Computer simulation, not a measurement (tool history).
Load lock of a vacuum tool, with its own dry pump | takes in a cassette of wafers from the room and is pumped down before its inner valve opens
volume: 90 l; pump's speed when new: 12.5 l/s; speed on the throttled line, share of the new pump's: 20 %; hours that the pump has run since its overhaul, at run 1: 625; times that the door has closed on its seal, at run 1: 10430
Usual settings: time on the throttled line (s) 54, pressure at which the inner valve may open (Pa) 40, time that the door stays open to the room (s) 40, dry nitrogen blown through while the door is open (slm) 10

run,day,time on the throttled line (s),pressure at which the inner valve may open (Pa),time that the door stays open to the room (s),dry nitrogen blown through while the door is open (slm),hours that the pump has run since its overhaul,times that the door has closed on its seal,"incoming humidity of the room's air, %",time from the closed door until the inner valve may open (s),rise of the pressure with all valves shut (Pa/min)
1,0,54,40,40,10,625,10430,43.3,99.5,0.052
2,9.942,54,40,40,10,863,11083,45.6,99.6,0.062
3,15.196,54,40,40,10,989,11428,42.8,99.4,0.062
4,25.342,54,40,40,10,1233,12095,46.4,99.3,0.059
5,31.833,54,40,63,10,1389,12521,46.5,101,0.067
6,40.442,54,40,63,10,1595,13086,41.4,99.1,0.066
7,48.367,54,40,40,10,1786,13607,45.2,101.6,0.065
8,55.25,54,40,40,10,1951,14059,45.2,101.7,0.072
9,61.238,54,40,40,10,2094,14452,45.8,100.4,0.076
10,68.05,54,40,40,10,2258,14899,47.7,101.8,0.08
11,73.783,54,40,40,10,2396,15276,49.5,101.4,0.078
12,84.583,54,40,40,10,2655,15985,41.2,101.3,0.083
13,89.854,54,40,40,10,2781,16331,47.9,102,0.089
14,95.662,54,40,40,10,2921,16713,45.5,101.5,0.088
15,101.192,54,40,186,10,3053,17076,45.9,101.6,0.103
16,107.675,69,40,40,10,3209,17502,47.8,112,0.093
17,117.633,69,40,40,10,3448,18156,46.9,112.6,0.095
18,123.829,69,40,40,10,3597,18563,45.5,113.3,0.099
19,134.725,54,40,40,10,3858,19278,46.5,100.9,0.104
20,139.308,54,40,184,10,3968,19579,44.1,101.8,0.113
21,149.183,54,41,170,10,4205,20228,41.4,101.7,0.111
22,157.029,54,41,170,10,4393,20743,42.1,101.9,0.121
23,165.525,30,29,77,10,4597,21301,44.1,85.7,0.121

Forecast run 24:
24,174.275,31,64,43,30,4807,21875,45.7,?,?

{"run 24": {"time from the closed door until the inner valve may open (s)": 81.1, "rise of the pressure with all valves shut (Pa/min)": 0.116}}
Without the tool's hidden state the same run would have given time from the closed door until the inner valve may open (s) 78.3, rise of the pressure with all valves shut (Pa/min) 0.015.

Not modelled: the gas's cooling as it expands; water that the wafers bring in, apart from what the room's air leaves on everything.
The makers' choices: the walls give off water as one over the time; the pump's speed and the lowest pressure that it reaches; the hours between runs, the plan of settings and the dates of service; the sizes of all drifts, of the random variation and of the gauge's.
